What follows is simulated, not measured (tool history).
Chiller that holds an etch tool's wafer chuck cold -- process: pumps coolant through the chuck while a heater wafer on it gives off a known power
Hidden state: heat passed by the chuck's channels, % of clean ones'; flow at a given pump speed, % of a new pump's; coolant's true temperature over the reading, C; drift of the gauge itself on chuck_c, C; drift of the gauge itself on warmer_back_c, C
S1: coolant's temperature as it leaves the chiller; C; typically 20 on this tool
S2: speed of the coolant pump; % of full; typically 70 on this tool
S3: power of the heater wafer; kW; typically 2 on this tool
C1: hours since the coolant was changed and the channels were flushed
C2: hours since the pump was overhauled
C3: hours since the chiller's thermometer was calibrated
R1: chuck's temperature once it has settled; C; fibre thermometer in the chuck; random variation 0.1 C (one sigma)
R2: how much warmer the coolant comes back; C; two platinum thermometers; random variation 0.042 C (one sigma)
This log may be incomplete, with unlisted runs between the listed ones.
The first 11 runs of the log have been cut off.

run 12 day=14.542 | S1=24 S2=75 S3=2 | C1=9042 C2=1716 C3=1257 | R1=45.8 R2=9.26
run 13 day=15.8 | S1=24 S2=75 S3=2 | C1=9073 C2=1746 C3=1288 | R1=45.7 R2=9.25
-- day=16.192 coolant changed, channels flushed
run 14 day=17.921 | S1=24 S2=75 S3=2 | C1=42 C2=1791 C3=1332 | R1=42.9 R2=9.18
run 15 day=19.083 | S1=20 S2=70 S3=2 | C1=69 C2=1819 C3=1360 | R1=40 R2=9.89
run 16 day=20.083 | S1=20 S2=70 S3=2 | C1=93 C2=1843 C3=1384 | R1=40.3 R2=10
run 17 day=21.796 | S1=19 S2=70 S3=2 | C1=135 C2=1884 C3=1425 | R1=39.2 R2=9.91
run 18 day=22.962 | S1=19 S2=70 S3=2 | C1=163 C2=1912 C3=1453 | R1=39.1 R2=9.99
run 19 day=24.458 | S1=13 S2=80 S3=1.179 | C1=198 C2=1948 C3=1489 | R1=23.7 R2=5.15
run 20 day=25.512 | S1=13 S2=80 S3=1.179 | C1=224 C2=1973 C3=1515 | R1=23.6 R2=5.11
run 21 day=27.583 | S1=17 S2=84 S3=1.368 | C1=273 C2=2023 C3=1564 | R1=28.9 R2=5.67
run 22 day=29.6 | S1=15 S2=90 S3=1.368 | C1=322 C2=2071 C3=1613 | R1=26.2 R2=5.34
run 23 day=31.196 | S1=29 S2=90 S3=1.824 | C1=360 C2=2110 C3=1651 | R1=43.9 R2=7.06
run 24 day=32.85 | S1=13 S2=96 S3=1.824 | C1=400 C2=2149 C3=1691 | R1=26.9 R2=6.67
run 25 day=34.738 | S1=13 S2=96 S3=1.824 | C1=445 C2=2194 C3=1736 | R1=27.2 R2=6.73
run 26 day=36.567 | S1=25 S2=94 S3=2.465 | C1=489 C2=2238 C3=1780 | R1=44.4 R2=9.17
run 27 day=38.483 | S1=19 S2=94 S3=2.074 | C1=535 C2=2284 C3=1826 | R1=35.2 R2=7.66
run 28 day=40.35 | S1=19 S2=94 S3=2.074 | C1=580 C2=2329 C3=1871 | R1=35.5 R2=7.72
run 29 day=41.442 | S1=19 S2=85 S3=1.129 | C1=606 C2=2355 C3=1897 | R1=28.7 R2=4.69
run 30 day=43.196 | S1=19 S2=85 S3=1.129 | C1=648 C2=2397 C3=1939 | R1=28.7 R2=4.63
run 31 day=44.292 | S1=21 S2=63 S3=1.753 | C1=674 C2=2424 C3=1965 | R1=40.5 R2=9.75
run 32 day=46.15 | S1=21 S2=63 S3=1.753 | C1=719 C2=2468 C3=2010 | R1=40.9 R2=9.83

3 ways to go on from here, each from the tool as it stands after run 32. What would each give?
run A day=47.767 | S1=21 S2=70 S3=2 | C1=758 C2=2507 C3=2049 | R1=? R2=?
run B day=47.767 | S1=21 S2=62 S3=1.753 | C1=758 C2=2507 C3=2049 | R1=? R2=?
run C day=47.767 | S1=17 S2=74 S3=2.352 | C1=758 C2=2507 C3=2049 | R1=? R2=?

run=A R1=41.7 R2=10.11
run=B R1=41.1 R2=9.97
run=C R1=40.1 R2=11.18
Without the tool's unlogged condition, the same runs would have read:
run=A R1=40.6 R2=9.71
run=B R1=40.1 R2=9.58
run=C R1=38.9 R2=10.74
